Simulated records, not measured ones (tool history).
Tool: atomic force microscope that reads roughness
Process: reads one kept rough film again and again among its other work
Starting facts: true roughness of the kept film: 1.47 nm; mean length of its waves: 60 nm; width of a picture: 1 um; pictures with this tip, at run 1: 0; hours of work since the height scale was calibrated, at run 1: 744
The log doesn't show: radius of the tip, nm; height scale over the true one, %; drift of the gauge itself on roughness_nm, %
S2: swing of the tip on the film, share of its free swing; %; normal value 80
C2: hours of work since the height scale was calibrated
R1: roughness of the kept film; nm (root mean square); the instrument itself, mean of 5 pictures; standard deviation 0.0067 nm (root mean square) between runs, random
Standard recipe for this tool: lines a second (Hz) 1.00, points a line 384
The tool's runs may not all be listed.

run 1 hour=0.0 | lines_a_second_(Hz)=1.00 S2=80 points_a_line=384 | pictures_with_this_tip=0 C2=744 | R1=1.342
run 2 hour=21.4 | lines_a_second_(Hz)=1.00 S2=80 points_a_line=384 | pictures_with_this_tip=25 C2=755 | R1=1.335
run 3 hour=48.0 | lines_a_second_(Hz)=1.00 S2=80 points_a_line=384 | pictures_with_this_tip=56 C2=769 | R1=1.310
run 4 hour=83.3 | lines_a_second_(Hz)=1.00 S2=80 points_a_line=384 | pictures_with_this_tip=98 C2=787 | R1=1.319
run 5 hour=99.5 | lines_a_second_(Hz)=1.00 S2=80 points_a_line=384 | pictures_with_this_tip=117 C2=795 | R1=1.320
-- hour=103.3 new tip fitted
run 6 hour=133.3 | lines_a_second_(Hz)=3.76 S2=80 points_a_line=384 | pictures_with_this_tip=35 C2=812 | R1=1.102
run 7 hour=168.5 | lines_a_second_(Hz)=1.00 S2=80 points_a_line=384 | pictures_with_this_tip=76 C2=830 | R1=1.323
run 8 hour=203.1 | lines_a_second_(Hz)=1.00 S2=58 points_a_line=384 | pictures_with_this_tip=117 C2=847 | R1=1.386
-- hour=206.1 new tip fitted
run 9 hour=226.1 | lines_a_second_(Hz)=1.00 S2=58 points_a_line=384 | pictures_with_this_tip=24 C2=859 | R1=1.404
run 10 hour=263.2 | lines_a_second_(Hz)=1.00 S2=58 points_a_line=384 | pictures_with_this_tip=67 C2=878 | R1=1.380
run 11 hour=293.1 | lines_a_second_(Hz)=1.00 S2=58 points_a_line=384 | pictures_with_this_tip=102 C2=893 | R1=1.380
-- hour=308.5 new tip fitted
run 12 hour=326.9 | lines_a_second_(Hz)=1.00 S2=80 points_a_line=384 | pictures_with_this_tip=22 C2=910 | R1=1.337
run 13 hour=353.4 | lines_a_second_(Hz)=1.00 S2=80 points_a_line=384 | pictures_with_this_tip=53 C2=923 | R1=1.324
run 14 hour=374.9 | lines_a_second_(Hz)=1.00 S2=80 points_a_line=439 | pictures_with_this_tip=78 C2=934 | R1=1.321
run 15 hour=408.1 | lines_a_second_(Hz)=1.00 S2=80 points_a_line=439 | pictures_with_this_tip=117 C2=951 | R1=1.309
-- hour=411.4 new tip fitted
run 16 hour=444.6 | lines_a_second_(Hz)=1.00 S2=80 points_a_line=439 | pictures_with_this_tip=39 C2=969 | R1=1.340
run 17 hour=476.9 | lines_a_second_(Hz)=1.00 S2=80 points_a_line=439 | pictures_with_this_tip=77 C2=986 | R1=1.321
run 18 hour=505.3 | lines_a_second_(Hz)=1.00 S2=61 points_a_line=384 | pictures_with_this_tip=110 C2=1000 | R1=1.373
-- hour=512.6 new tip fitted
run 19 hour=524.9 | lines_a_second_(Hz)=1.00 S2=80 points_a_line=610 | pictures_with_this_tip=15 C2=1010 | R1=1.328
run 20 hour=550.4 | lines_a_second_(Hz)=1.00 S2=80 points_a_line=610 | pictures_with_this_tip=44 C2=1023 | R1=1.322
run 21 hour=578.0 | lines_a_second_(Hz)=1.00 S2=80 points_a_line=610 | pictures_with_this_tip=77 C2=1037 | R1=1.320
-- hour=581.8 height scale calibrated on a step standard
run 22 hour=596.3 | lines_a_second_(Hz)=1.00 S2=58 points_a_line=384 | pictures_with_this_tip=97 C2=7 | R1=1.402
-- hour=614.8 new tip fitted
run 23 hour=617.8 | lines_a_second_(Hz)=1.00 S2=58 points_a_line=384 | pictures_with_this_tip=4 C2=18 | R1=1.403
run 24 hour=640.6 | lines_a_second_(Hz)=1.00 S2=58 points_a_line=384 | pictures_with_this_tip=31 C2=30 | R1=1.408
run 25 hour=656.9 | lines_a_second_(Hz)=1.00 S2=66 points_a_line=384 | pictures_with_this_tip=50 C2=38 | R1=1.385
run 26 hour=678.7 | lines_a_second_(Hz)=1.00 S2=66 points_a_line=384 | pictures_with_this_tip=76 C2=49 | R1=1.373
run 27 hour=702.8 | lines_a_second_(Hz)=2.13 S2=57 points_a_line=790 | pictures_with_this_tip=104 C2=61 | R1=1.358
-- hour=717.6 height scale calibrated on a step standard, once more
-- hour=718.1 new tip fitted
run 28 hour=740.1 | lines_a_second_(Hz)=2.13 S2=57 points_a_line=790 | pictures_with_this_tip=26 C2=11 | R1=1.382
run 29 hour=772.7 | lines_a_second_(Hz)=1.00 S2=80 points_a_line=679 | pictures_with_this_tip=65 C2=28 | R1=1.318
run 30 hour=793.0 | lines_a_second_(Hz)=0.99 S2=71 points_a_line=1016 | pictures_with_this_tip=88 C2=38 | R1=1.380
run 31 hour=810.7 | lines_a_second_(Hz)=0.99 S2=71 points_a_line=1016 | pictures_with_this_tip=109 C2=47 | R1=1.365
-- hour=819.0 new tip fitted
run 32 hour=846.8 | lines_a_second_(Hz)=0.72 S2=71 points_a_line=1016 | pictures_with_this_tip=33 C2=65 | R1=1.406
run 33 hour=863.9 | lines_a_second_(Hz)=0.72 S2=71 points_a_line=1016 | pictures_with_this_tip=53 C2=74 | R1=1.399
run 34 hour=893.0 | lines_a_second_(Hz)=0.72 S2=71 points_a_line=1016 | pictures_with_this_tip=87 C2=89 | R1=1.374
-- hour=920.4 new tip fitted
run 35 hour=930.2 | lines_a_second_(Hz)=1.10 S2=85 points_a_line=917 | pictures_with_this_tip=12 C2=107 | R1=1.309
run 36 hour=966.3 | lines_a_second_(Hz)=1.10 S2=85 points_a_line=917 | pictures_with_this_tip=54 C2=126 | R1=1.303
run 37 hour=988.7 | lines_a_second_(Hz)=1.00 S2=80 points_a_line=465 | pictures_with_this_tip=81 C2=137 | R1=1.325
run 38 hour=1010.4 | lines_a_second_(Hz)=1.00 S2=80 points_a_line=504 | pictures_with_this_tip=106 C2=148 | R1=1.329
-- hour=1020.9 new tip fitted
run 39 hour=1033.6 | lines_a_second_(Hz)=0.87 S2=80 points_a_line=399 | pictures_with_this_tip=15 C2=160 | R1=1.346
run 40 hour=1050.1 | lines_a_second_(Hz)=0.87 S2=80 points_a_line=399 | pictures_with_this_tip=34 C2=168 | R1=1.346
run 41 hour=1073.3 | lines_a_second_(Hz)=0.87 S2=80 points_a_line=399 | pictures_with_this_tip=62 C2=180 | R1=1.353
run 42 hour=1092.9 | lines_a_second_(Hz)=0.87 S2=89 points_a_line=399 | pictures_with_this_tip=85 C2=190 | R1=1.282
run 43 hour=1109.2 | lines_a_second_(Hz)=0.87 S2=89 points_a_line=399 | pictures_with_this_tip=104 C2=198 | R1=1.286
-- hour=1123.1 new tip fitted
run 44 hour=1126.6 | lines_a_second_(Hz)=0.87 S2=89 points_a_line=399 | pictures_with_this_tip=5 C2=206 | R1=1.307
run 45 hour=1159.5 | lines_a_second_(Hz)=1.36 S2=80 points_a_line=993 | pictures_with_this_tip=43 C2=223 | R1=1.295
run 46 hour=1187.3 | lines_a_second_(Hz)=1.00 S2=56 points_a_line=488 | pictures_with_this_tip=76 C2=237 | R1=1.423
run 47 hour=1206.4 | lines_a_second_(Hz)=1.00 S2=80 points_a_line=286 | pictures_with_this_tip=99 C2=247 | R1=1.313
-- hour=1225.6 new tip fitted
run 48 hour=1234.8 | lines_a_second_(Hz)=1.00 S2=80 points_a_line=286 | pictures_with_this_tip=10 C2=261 | R1=1.338
run 49 hour=1256.9 | lines_a_second_(Hz)=2.37 S2=80 points_a_line=560 | pictures_with_this_tip=36 C2=272 | R1=1.207

For each entry between runs, how does the tool's hidden state at the last listed run before it compare with that at the first listed run after it?
From run 5 to run 6: new tip fitted (hour 103.3)
  radius of the tip, nm: 17.9 -> 9.1; height scale over the true one, %: -0.48 -> -0.49
  difference, measured minus the result without the unlogged condition, R1: -0.033 -> -0.013 nm (root mean square)
From run 8 to run 9: new tip fitted (hour 206.1)
  radius of the tip, nm: 18.3 -> 7.8
  difference, measured minus the result without the unlogged condition, R1: -0.037 -> -0.014 nm (root mean square)
From run 11 to run 12: new tip fitted (hour 308.5)
  radius of the tip, nm: 16.4 -> 7.5; height scale over the true one, %: -0.53 -> -0.54
  difference, measured minus the result without the unlogged condition, R1: -0.032 -> -0.013 nm (root mean square)
From run 15 to run 16: new tip fitted (hour 411.4)
  radius of the tip, nm: 18.1 -> 9.5; height scale over the true one, %: -0.55 -> -0.56
  difference, measured minus the result without the unlogged condition, R1: -0.035 -> -0.017 nm (root mean square)
From run 18 to run 19: new tip fitted (hour 512.6)
  radius of the tip, nm: 17.3 -> 7.1
  difference, measured minus the result without the unlogged condition, R1: -0.035 -> -0.012 nm (root mean square)
From run 21 to run 22: height scale calibrated on a step standard (hour 581.8)
  radius of the tip, nm: 14.4 -> 16.5; height scale over the true one, %: -0.59 -> -0.66
  difference, measured minus the result without the unlogged condition, R1: -0.028 -> -0.035 nm (root mean square)
From run 22 to run 23: new tip fitted (hour 614.8)
  radius of the tip, nm: 16.5 -> 5.4
  difference, measured minus the result without the unlogged condition, R1: -0.035 -> -0.011 nm (root mean square)
From run 27 to run 28: height scale calibrated on a step standard, once more (hour 717.6); new tip fitted (hour 718.1)
  radius of the tip, nm: 16.6 -> 8.2; height scale over the true one, %: -0.68 -> 0.05
  difference, measured minus the result without the unlogged condition, R1: -0.035 -> -0.007 nm (root mean square)
From run 31 to run 32: new tip fitted (hour 819.0)
  radius of the tip, nm: 17.2 -> 8.8; height scale over the true one, %: 0.04 -> 0.03
  difference, measured minus the result without the unlogged condition, R1: -0.026 -> -0.008 nm (root mean square)
From run 34 to run 35: new tip fitted (hour 920.4)
  radius of the tip, nm: 14.8 -> 6.4; height scale over the true one, %: 0.02 -> 0.01
  difference, measured minus the result without the unlogged condition, R1: -0.021 -> -0.003 nm (root mean square)
From run 38 to run 39: new tip fitted (hour 1020.9)
  radius of the tip, nm: 16.6 -> 6.6
  difference, measured minus the result without the unlogged condition, R1: -0.024 -> -0.004 nm (root mean square)
From run 43 to run 44: new tip fitted (hour 1123.1)
  radius of the tip, nm: 16.1 -> 5.7
  difference, measured minus the result without the unlogged condition, R1: -0.023 -> -0.002 nm (root mean square)
From run 47 to run 48: new tip fitted (hour 1225.6)
  radius of the tip, nm: 15.6 -> 6.3; height scale over the true one, %: -0.05 -> -0.06
  difference, measured minus the result without the unlogged condition, R1: -0.023 -> -0.003 nm (root mean square)
